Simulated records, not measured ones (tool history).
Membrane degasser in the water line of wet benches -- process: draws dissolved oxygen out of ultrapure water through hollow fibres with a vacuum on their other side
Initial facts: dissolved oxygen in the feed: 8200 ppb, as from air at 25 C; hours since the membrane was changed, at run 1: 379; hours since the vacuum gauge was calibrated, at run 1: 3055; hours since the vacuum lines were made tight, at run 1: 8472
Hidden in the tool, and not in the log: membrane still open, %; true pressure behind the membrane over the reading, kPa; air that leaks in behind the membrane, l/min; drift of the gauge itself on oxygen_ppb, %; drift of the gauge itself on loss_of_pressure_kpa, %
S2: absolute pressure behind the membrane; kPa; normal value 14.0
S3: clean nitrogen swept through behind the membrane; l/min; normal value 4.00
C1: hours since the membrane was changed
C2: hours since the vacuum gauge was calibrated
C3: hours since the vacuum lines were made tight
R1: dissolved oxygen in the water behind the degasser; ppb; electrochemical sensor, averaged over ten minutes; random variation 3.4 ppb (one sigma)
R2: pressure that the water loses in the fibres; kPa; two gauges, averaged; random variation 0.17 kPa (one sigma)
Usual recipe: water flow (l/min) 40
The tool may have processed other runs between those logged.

Run 1, hour 0.0: usual settings; C1 379; C2 3055; C3 8472. Result: R1 344.3 ppb, R2 26.23 kPa.
Run 2, hour 42.0: usual settings but water flow (l/min) 27; C1 421; C2 3097; C3 8514. Result: R1 216.4 ppb, R2 18.07 kPa.
Run 3, hour 114.3: usual settings but water flow (l/min) 27; C1 494; C2 3169; C3 8586. Result: R1 217.4 ppb, R2 17.80 kPa.
Run 4, hour 177.9: usual settings but water flow (l/min) 27; C1 557; C2 3233; C3 8650. Result: R1 219.5 ppb, R2 17.88 kPa.
Run 5, hour 232.0: usual settings but water flow (l/min) 31; C1 611; C2 3287; C3 8704. Result: R1 258.3 ppb, R2 20.70 kPa.
Run 6, hour 297.9: usual settings but S2 9.4 kPa; C1 677; C2 3353; C3 8770. Result: R1 233.5 ppb, R2 26.71 kPa.
Run 7, hour 348.2: usual settings but S3 10.56 l/min; C1 727; C2 3403; C3 8820. Result: R1 194.8 ppb, R2 26.59 kPa.
Run 8, hour 380.5: usual settings but S2 16.8 kPa; C1 760; C2 3436; C3 8852. Result: R1 402.1 ppb, R2 26.17 kPa.
Run 9, hour 424.2: usual settings but S3 4.91 l/min; C1 803; C2 3479; C3 8896. Result: R1 298.7 ppb, R2 26.58 kPa.
Run 10, hour 463.8: usual settings but S3 4.91 l/min; C1 843; C2 3519; C3 8936. Result: R1 300.4 ppb, R2 26.63 kPa.
Run 11, hour 535.9: usual settings but water flow (l/min) 32; C1 915; C2 3591; C3 9008. Result: R1 263.9 ppb, R2 21.37 kPa.
Run 12, hour 571.7: usual settings; C1 951; C2 3627; C3 9043. Result: R1 341.6 ppb, R2 26.62 kPa.
Run 13, hour 648.4: usual settings but S3 4.67 l/min; C1 1028; C2 3703; C3 9120. Result: R1 314.8 ppb, R2 26.82 kPa.
Run 14, hour 687.6: usual settings but S3 4.67 l/min; C1 1067; C2 3743; C3 9159. Result: R1 308.7 ppb, R2 26.60 kPa.
Run 15, hour 739.0: usual settings but S3 4.67 l/min; C1 1118; C2 3794; C3 9211. Result: R1 313.7 ppb, R2 26.66 kPa.
Run 16, hour 813.1: usual settings but water flow (l/min) 42; C1 1192; C2 3868; C3 9285. Result: R1 361.3 ppb, R2 27.91 kPa.
Run 17, hour 858.4: usual settings but water flow (l/min) 42, S2 9.7 kPa, S3 7.03 l/min; C1 1238; C2 3913; C3 9330. Result: R1 198.3 ppb, R2 27.71 kPa.
Run 18, hour 910.0: usual settings but S2 12.8 kPa, S3 3.30 l/min; C1 1289; C2 3965; C3 9382. Result: R1 359.2 ppb, R2 26.75 kPa.
Run 19, hour 965.1: usual settings but S2 12.8 kPa, S3 3.30 l/min; C1 1344; C2 4020; C3 9437. Result: R1 363.9 ppb, R2 26.58 kPa.
Run 20, hour 1037.7: usual settings but S2 12.8 kPa, S3 3.30 l/min; C1 1417; C2 4093; C3 9509. Result: R1 361.1 ppb, R2 26.79 kPa.
Run 21, hour 1068.6: usual settings but S2 12.8 kPa, S3 3.30 l/min; C1 1448; C2 4124; C3 9540. Result: R1 362.3 ppb, R2 26.43 kPa.
Run 22, hour 1123.6: usual settings but S2 12.8 kPa, S3 3.30 l/min; C1 1503; C2 4179; C3 9595. Result: R1 363.3 ppb, R2 26.88 kPa.
Run 23, hour 1194.3: usual settings but water flow (l/min) 45, S2 17.5 kPa, S3 3.30 l/min; C1 1574; C2 4249; C3 9666. Result: R1 549.2 ppb, R2 30.20 kPa.
Run 24, hour 1236.4: usual settings but water flow (l/min) 45, S2 17.5 kPa, S3 3.30 l/min; C1 1616; C2 4291; C3 9708. Result: R1 547.4 ppb, R2 29.80 kPa.
Run 25, hour 1268.0: usual settings but water flow (l/min) 45, S2 17.5 kPa, S3 3.30 l/min; C1 1647; C2 4323; C3 9740. Result: R1 540.1 ppb, R2 30.02 kPa.
Run 26, hour 1312.4: usual settings but water flow (l/min) 45, S2 17.5 kPa, S3 3.30 l/min; C1 1692; C2 4367; C3 9784. Result: R1 550.3 ppb, R2 30.03 kPa.
Run 27, hour 1380.6: usual settings but water flow (l/min) 45, S2 17.5 kPa, S3 3.30 l/min; C1 1760; C2 4436; C3 9852. Result: R1 540.5 ppb, R2 29.87 kPa.
Run 28, hour 1419.5: usual settings but S2 17.4 kPa, S3 2.40 l/min; C1 1799; C2 4475; C3 9891. Result: R1 600.9 ppb, R2 26.83 kPa.
Run 29, hour 1465.7: usual settings but S2 17.4 kPa, S3 2.40 l/min; C1 1845; C2 4521; C3 9938. Result: R1 604.2 ppb, R2 26.42 kPa.
Run 30, hour 1500.7: usual settings but water flow (l/min) 55; C1 1880; C2 4556; C3 9972. Result: R1 489.4 ppb, R2 36.98 kPa.
Run 31, hour 1561.6: usual settings but water flow (l/min) 55; C1 1941; C2 4617; C3 10033. Result: R1 500.4 ppb, R2 36.43 kPa.

Below are 5 alternative next runs, each starting from the tool's condition after run 31. Predict each:
Run A, hour 1625.8: usual settings but water flow (l/min) 52, S2 32.2 kPa; C1 2005; C2 4681; C3 10098. Result: R1 ?, R2 ?.
Run B, hour 1625.8: usual settings but water flow (l/min) 41, S2 32.7 kPa; C1 2005; C2 4681; C3 10098. Result: R1 ?, R2 ?.
Run C, hour 1625.8: usual settings but water flow (l/min) 63, S3 3.72 l/min; C1 2005; C2 4681; C3 10098. Result: R1 ?, R2 ?.
Run D, hour 1625.8: usual settings but S2 9.7 kPa; C1 2005; C2 4681; C3 10098. Result: R1 ?, R2 ?.
Run E, hour 1625.8: usual settings but water flow (l/min) 55, S2 17.2 kPa; C1 2005; C2 4681; C3 10098. Result: R1 ?, R2 ?.

run     R1     R2
  A  917.8  34.64
  B  753.6  27.56
  C  602.1  42.35
  D  250.5  26.53
  E  587.3  36.56
Without the tool's hidden state the same runs would have given:
run     R1     R2
  A  902.2  34.34
  B  738.9  27.32
  C  586.0  41.98
  D  240.1  26.30
  E  572.8  36.24

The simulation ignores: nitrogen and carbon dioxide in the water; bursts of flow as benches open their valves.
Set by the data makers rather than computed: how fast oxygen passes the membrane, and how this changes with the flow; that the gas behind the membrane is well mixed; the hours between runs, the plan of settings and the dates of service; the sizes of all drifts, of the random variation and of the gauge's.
